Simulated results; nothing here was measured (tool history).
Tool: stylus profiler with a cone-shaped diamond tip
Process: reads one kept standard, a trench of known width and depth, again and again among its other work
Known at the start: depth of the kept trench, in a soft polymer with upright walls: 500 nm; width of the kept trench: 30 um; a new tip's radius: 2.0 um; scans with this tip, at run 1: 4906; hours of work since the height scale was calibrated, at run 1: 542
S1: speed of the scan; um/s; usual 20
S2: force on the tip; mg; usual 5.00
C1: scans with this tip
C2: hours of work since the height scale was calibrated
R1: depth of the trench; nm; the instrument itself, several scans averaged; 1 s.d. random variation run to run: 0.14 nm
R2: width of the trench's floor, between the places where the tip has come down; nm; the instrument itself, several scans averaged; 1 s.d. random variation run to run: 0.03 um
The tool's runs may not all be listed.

run 1 hour=0.0 | S1=20 S2=5.00 | C1=4906 C2=542 | R1=508.98 R2=26940
run 2 hour=21.7 | S1=20 S2=5.00 | C1=5010 C2=554 | R1=509.01 R2=26940
run 3 hour=43.0 | S1=20 S2=9.73 | C1=5111 C2=565 | R1=513.26 R2=27000
run 4 hour=71.2 | S1=20 S2=2.14 | C1=5246 C2=580 | R1=505.49 R2=26940
run 5 hour=84.8 | S1=78 S2=5.00 | C1=5311 C2=587 | R1=509.16 R2=26910
run 6 hour=116.2 | S1=78 S2=5.00 | C1=5461 C2=604 | R1=509.00 R2=26830
run 7 hour=134.8 | S1=78 S2=5.00 | C1=5549 C2=614 | R1=509.22 R2=26900
run 8 hour=162.5 | S1=78 S2=5.00 | C1=5681 C2=628 | R1=508.98 R2=26830
run 9 hour=189.3 | S1=78 S2=5.00 | C1=5809 C2=642 | R1=509.15 R2=26840
run 10 hour=204.1 | S1=78 S2=5.00 | C1=5880 C2=650 | R1=509.07 R2=26860
-- hour=206.7 height scale calibrated on a step standard
run 11 hour=218.7 | S1=20 S2=5.00 | C1=5946 C2=6 | R1=509.55 R2=26920
run 12 hour=234.5 | S1=20 S2=5.00 | C1=6022 C2=15 | R1=509.63 R2=26890
run 13 hour=260.0 | S1=20 S2=5.00 | C1=6144 C2=28 | R1=509.61 R2=26920
run 14 hour=286.8 | S1=18 S2=9.57 | C1=6271 C2=42 | R1=514.23 R2=26890
run 15 hour=302.5 | S1=18 S2=9.57 | C1=6346 C2=51 | R1=514.41 R2=26940
run 16 hour=326.5 | S1=26 S2=2.91 | C1=6460 C2=63 | R1=507.25 R2=26910
run 17 hour=342.6 | S1=17 S2=11.14 | C1=6537 C2=72 | R1=515.46 R2=26870
-- hour=360.8 height scale calibrated on a step standard, once more
run 18 hour=368.2 | S1=17 S2=11.14 | C1=6657 C2=4 | R1=513.84 R2=26910
run 19 hour=390.0 | S1=6 S2=8.43 | C1=6761 C2=15 | R1=511.48 R2=26940
run 20 hour=404.6 | S1=6 S2=8.43 | C1=6830 C2=23 | R1=511.62 R2=26890
run 21 hour=420.7 | S1=6 S2=7.84 | C1=6907 C2=32 | R1=510.88 R2=26890
run 22 hour=442.0 | S1=28 S2=2.34 | C1=7009 C2=43 | R1=504.70 R2=26840
run 23 hour=464.1 | S1=20 S2=12.55 | C1=7114 C2=54 | R1=515.13 R2=26860
run 24 hour=482.6 | S1=10 S2=4.54 | C1=7202 C2=64 | R1=507.66 R2=26840
run 25 hour=505.3 | S1=39 S2=4.82 | C1=7310 C2=76 | R1=508.02 R2=26750

4 options for the next run, each taken on its own from the tool as it stands now. Forecast them:
run A hour=529.4 | S1=39 S2=7.55 | C1=7425 C2=89 | R1=? R2=?
run B hour=529.4 | S1=32 S2=5.36 | C1=7425 C2=89 | R1=? R2=?
run C hour=529.4 | S1=65 S2=5.00 | C1=7425 C2=89 | R1=? R2=?
run D hour=529.4 | S1=39 S2=10.98 | C1=7425 C2=89 | R1=? R2=?

run=A R1=510.78 R2=26770
run=B R1=508.33 R2=26810
run=C R1=508.42 R2=26710
run=D R1=513.57 R2=26800
Stripped of hidden state, with their random variation kept, the same runs would have yielded:
run=A R1=510.77 R2=27270
run=B R1=508.32 R2=27310
run=C R1=508.42 R2=27220
run=D R1=513.56 R2=27300
